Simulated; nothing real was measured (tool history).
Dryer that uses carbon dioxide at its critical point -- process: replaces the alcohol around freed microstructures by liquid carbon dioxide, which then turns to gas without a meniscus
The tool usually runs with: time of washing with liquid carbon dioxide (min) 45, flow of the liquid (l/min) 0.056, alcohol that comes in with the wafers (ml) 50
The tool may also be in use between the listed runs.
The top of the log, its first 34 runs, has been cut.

| run | hour | time of washing with liquid carbon dioxide (min) | flow of the liquid (l/min) | alcohol that comes in with the wafers (ml) | alcohol left in the vessel before it's heated (ppm by volume) |
|---|---|---|---|---|---|
| 35 | 788.4 | 44 | 0.036 | 50 | 6793 |
| 36 | 806.2 | 30 | 0.0412 | 20 | 5053 |
| 37 | 832 | 31 | 0.0362 | 67 | 20122 |
|  | 835.7 | inlet filter changed |
| 38 | 855.6 | 37 | 0.0362 | 67 | 9656 |
| 39 | 880.1 | 41 | 0.0525 | 50 | 1536 |
| 40 | 893.3 | 66 | 0.0362 | 50 | 1013 |
| 41 | 918.6 | 60 | 0.0916 | 29 | 50 |
| 42 | 942.9 | 57 | 0.056 | 112 | 537 |
| 43 | 961.2 | 57 | 0.056 | 112 | 566 |
| 44 | 983.8 | 57 | 0.056 | 112 | 552 |
| 45 | 1007.1 | 57 | 0.056 | 112 | 603 |
| 46 | 1020.3 | 64 | 0.0409 | 50 | 753 |
| 47 | 1050.3 | 57 | 0.0416 | 52 | 1255 |
| 48 | 1065.9 | 41 | 0.056 | 50 | 1426 |

Here are 3 independent what-if runs from the current tool condition. What would each one return?
| A | 1097 | 45 | 0.0917 | 50 | ? |
| B | 1097 | 33 | 0.0496 | 50 | ? |
| C | 1097 | 42 | 0.056 | 50 | ? |

| run | alcohol left in the vessel before it's heated (ppm by volume) |
|---|---|
| A | 133 |
| B | 4610 |
| C | 1322 |
Stripped of hidden state, with their random variation kept, the same runs would have yielded:
| run | alcohol left in the vessel before it's heated (ppm by volume) |
|---|---|
| A | 40 |
| B | 3872 |
| C | 993 |

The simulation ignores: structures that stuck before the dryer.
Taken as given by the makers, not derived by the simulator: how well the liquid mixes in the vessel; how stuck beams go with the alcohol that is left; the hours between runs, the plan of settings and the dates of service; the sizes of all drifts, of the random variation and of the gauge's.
